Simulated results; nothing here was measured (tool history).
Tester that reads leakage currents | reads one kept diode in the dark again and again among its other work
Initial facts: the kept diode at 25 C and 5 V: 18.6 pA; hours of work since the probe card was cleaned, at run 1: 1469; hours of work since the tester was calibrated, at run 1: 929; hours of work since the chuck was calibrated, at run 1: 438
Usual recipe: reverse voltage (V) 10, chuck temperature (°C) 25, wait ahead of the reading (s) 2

run,day,reverse voltage (V),chuck temperature (°C),wait ahead of the reading (s),hours of work since the probe card was cleaned,hours of work since the tester was calibrated,hours of work since the chuck was calibrated,current that the tester gives (pA)
1,0,10,25,2,1469,929,438,33.44
2,4.083,10,25,2,1542,1002,511,33.6
3,6.4,10,50,2,1583,1043,552,208.64
4,9.842,10,50,2,1645,1105,614,205.35
5,12.917,10,25,2,1700,1159,668,33.45
6,16.708,10,25,0.84,1767,1227,736,34.99
# day 17.583: chuck's temperature calibrated
7,21.308,10,25,2,1848,1308,66,38.56
8,24.304,10,25,2,1901,1361,120,38.42
9,26.721,10,25,2,1944,1404,163,38.66
10,29.667,10,25,2,1997,1457,216,38.3
# day 30.142: probe card cleaned and baked
11,34.592,10,25,2,79,1543,301,41.87
12,37.1,12.3,25,0.39,124,1587,346,53.33
13,41.746,12.3,25,0.39,207,1670,429,53.43
14,44.808,1,56,2,262,1725,484,112.36
15,47.638,1,56,2,312,1775,534,110.94
16,51.767,1.9,48,6.52,386,1849,608,79.62
17,55.125,1.9,25,6.52,446,1909,668,13.53
# day 59.35: probe card cleaned and baked, once more
# day 60.067: chuck's temperature calibrated
18,60.283,1.9,25,6.52,15,1997,4,11.88
19,64.246,1.9,21,2.17,86,2068,75,8.21
20,67.379,3.6,33,1.86,142,2124,130,32.64
21,69.783,5.1,43,1.69,185,2167,173,89.65

3 options for the next run, each taken on its own from the tool as it stands now. Forecast them:
A,74.779,6.3,21,2,274,2256,263,?
B,74.779,10,25,4.3,274,2256,263,?
C,74.779,1,20,1.69,274,2256,263,?

run,current that the tester gives (pA)
A,14.91
B,26.03
C,5.31
Had the tool no hidden state, the same runs would have come out as:
run,current that the tester gives (pA)
A,14.9
B,26.23
C,5.58
